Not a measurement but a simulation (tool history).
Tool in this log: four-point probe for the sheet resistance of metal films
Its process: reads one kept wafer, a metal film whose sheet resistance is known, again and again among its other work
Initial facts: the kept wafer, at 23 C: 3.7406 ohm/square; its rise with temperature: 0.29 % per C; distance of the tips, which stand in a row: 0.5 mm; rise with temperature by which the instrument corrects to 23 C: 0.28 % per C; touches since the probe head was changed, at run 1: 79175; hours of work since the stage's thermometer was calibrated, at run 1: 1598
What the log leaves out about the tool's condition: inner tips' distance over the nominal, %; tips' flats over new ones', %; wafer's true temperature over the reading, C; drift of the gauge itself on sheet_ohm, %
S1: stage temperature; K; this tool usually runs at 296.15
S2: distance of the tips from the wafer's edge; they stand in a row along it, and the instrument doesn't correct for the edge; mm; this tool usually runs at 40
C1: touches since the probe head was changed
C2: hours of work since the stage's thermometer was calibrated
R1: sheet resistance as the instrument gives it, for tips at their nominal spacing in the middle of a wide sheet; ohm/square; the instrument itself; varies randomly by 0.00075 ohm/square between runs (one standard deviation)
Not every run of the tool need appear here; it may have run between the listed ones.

{"run": 1, "hour": 0.0, "S1": 296.15, "S2": 40, "C1": 79175, "C2": 1598, "R1": 3.773689}
{"run": 2, "hour": 43.1, "S1": 296.15, "S2": 9, "C1": 80333, "C2": 1624, "R1": 3.779557}
{"run": 3, "hour": 93.8, "S1": 296.15, "S2": 9, "C1": 81698, "C2": 1655, "R1": 3.781247}
{"run": 4, "hour": 131.3, "S1": 296.15, "S2": 9, "C1": 82705, "C2": 1678, "R1": 3.781695}
{"run": 5, "hour": 195.1, "S1": 296.15, "S2": 9, "C1": 84420, "C2": 1717, "R1": 3.780589}
{"run": 6, "hour": 243.6, "S1": 296.15, "S2": 40, "C1": 85722, "C2": 1747, "R1": 3.775973}
{"run": 7, "hour": 312.7, "S1": 296.15, "S2": 8, "C1": 87580, "C2": 1789, "R1": 3.783507}
{"run": 8, "hour": 379.7, "S1": 296.15, "S2": 8, "C1": 89382, "C2": 1830, "R1": 3.784317}
{"run": 9, "hour": 436.5, "S1": 296.15, "S2": 8, "C1": 90907, "C2": 1865, "R1": 3.7839}
{"run": 10, "hour": 470.0, "S1": 296.15, "S2": 7, "C1": 91809, "C2": 1885, "R1": 3.786912}
{"run": 11, "hour": 522.2, "S1": 296.15, "S2": 40, "C1": 93212, "C2": 1917, "R1": 3.776968}
{"run": 12, "hour": 574.1, "S1": 296.15, "S2": 71, "C1": 94605, "C2": 1949, "R1": 3.77723}
{"run": 13, "hour": 639.2, "S1": 296.15, "S2": 11, "C1": 96357, "C2": 1988, "R1": 3.782688}
{"run": 14, "hour": 688.9, "S1": 296.15, "S2": 6, "C1": 97692, "C2": 2019, "R1": 3.791833}
{"run": 15, "hour": 728.3, "S1": 296.15, "S2": 40, "C1": 98752, "C2": 2043, "R1": 3.778589}
{"run": 16, "hour": 799.5, "S1": 296.15, "S2": 40, "C1": 100663, "C2": 2086, "R1": 3.778908}
{"run": 17, "hour": 844.9, "S1": 296.15, "S2": 40, "C1": 101886, "C2": 2114, "R1": 3.780891}
{"run": 18, "hour": 893.8, "S1": 296.15, "S2": 40, "C1": 103199, "C2": 2144, "R1": 3.779421}
{"run": 19, "hour": 939.4, "S1": 299.15, "S2": 40, "C1": 104425, "C2": 2172, "R1": 3.780429}
{"run": 20, "hour": 990.6, "S1": 299.15, "S2": 40, "C1": 105800, "C2": 2203, "R1": 3.78032}
{"run": 21, "hour": 1034.7, "S1": 297.15, "S2": 40, "C1": 106985, "C2": 2230, "R1": 3.7794}
{"hour": 1040.6, "done": "stage's thermometer calibrated"}
{"run": 22, "hour": 1086.0, "S1": 297.15, "S2": 8, "C1": 108352, "C2": 28, "R1": 3.793505}
{"run": 23, "hour": 1161.6, "S1": 302.15, "S2": 6, "C1": 110383, "C2": 74, "R1": 3.801368}
{"hour": 1214.7, "done": "stage's thermometer calibrated, once more"}
{"run": 24, "hour": 1214.7, "S1": 302.15, "S2": 6, "C1": 111796, "C2": 0, "R1": 3.788926}
{"run": 25, "hour": 1250.9, "S1": 301.15, "S2": 6, "C1": 112771, "C2": 22, "R1": 3.78842}
{"run": 26, "hour": 1292.4, "S1": 296.15, "S2": 4, "C1": 113887, "C2": 48, "R1": 3.804398}
{"run": 27, "hour": 1369.6, "S1": 297.15, "S2": 3, "C1": 115961, "C2": 95, "R1": 3.83044}
{"run": 28, "hour": 1427.0, "S1": 303.15, "S2": 15, "C1": 117505, "C2": 130, "R1": 3.777363}
{"run": 29, "hour": 1483.0, "S1": 302.15, "S2": 8, "C1": 119010, "C2": 164, "R1": 3.783719}
{"run": 30, "hour": 1548.0, "S1": 301.15, "S2": 11, "C1": 120757, "C2": 204, "R1": 3.782082}
{"run": 31, "hour": 1602.6, "S1": 304.15, "S2": 14, "C1": 122224, "C2": 237, "R1": 3.780577}
{"run": 32, "hour": 1673.1, "S1": 291.15, "S2": 3, "C1": 124120, "C2": 280, "R1": 3.830957}
{"run": 33, "hour": 1734.7, "S1": 299.15, "S2": 3, "C1": 125774, "C2": 318, "R1": 3.832316}
{"run": 34, "hour": 1803.0, "S1": 302.15, "S2": 24, "C1": 127611, "C2": 359, "R1": 3.779288}

Run 35 has not been measured yet. What should we expect?
{"run": 35, "hour": 1838.7, "S1": 303.15, "S2": 12, "C1": 128570, "C2": 381, "R1": "?"}

Logged for run 35: R1 3.782252 ohm/square.
Minus the tool's unlogged condition, the same run would have read R1 3.746066 ohm/square.
